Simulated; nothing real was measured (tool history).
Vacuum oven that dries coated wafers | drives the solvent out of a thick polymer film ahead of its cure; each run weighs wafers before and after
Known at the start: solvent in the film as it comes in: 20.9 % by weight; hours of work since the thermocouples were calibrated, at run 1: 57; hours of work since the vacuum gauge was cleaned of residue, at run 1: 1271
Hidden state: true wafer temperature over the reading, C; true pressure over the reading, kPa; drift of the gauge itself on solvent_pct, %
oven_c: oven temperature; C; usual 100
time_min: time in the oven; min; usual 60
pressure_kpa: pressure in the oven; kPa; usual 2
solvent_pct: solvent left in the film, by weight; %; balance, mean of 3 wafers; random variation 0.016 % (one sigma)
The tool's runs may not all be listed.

run,hour,oven_c,time_min,pressure_kpa,hours of work since the thermocouples were calibrated,hours of work since the vacuum gauge was cleaned of residue,solvent_pct
1,0,100,60,2,57,1271,1.64
2,35.6,100,60,2,85,1299,1.63
3,101,106,60,2,136,1351,0.97
4,146.1,106,60,2,172,1386,0.97
5,196.2,100,60,2,211,1426,1.6
6,240.3,100,60,2.27,246,1460,1.69
7,302.9,100,60,2.27,295,1510,1.7

Run 8 comes next. What will it give?
8,349.7,110,60,2.27,332,1547,?

Run 8 gave solvent_pct 0.8 %.
Without the tool's hidden state the same run would have given solvent_pct 0.76 %.

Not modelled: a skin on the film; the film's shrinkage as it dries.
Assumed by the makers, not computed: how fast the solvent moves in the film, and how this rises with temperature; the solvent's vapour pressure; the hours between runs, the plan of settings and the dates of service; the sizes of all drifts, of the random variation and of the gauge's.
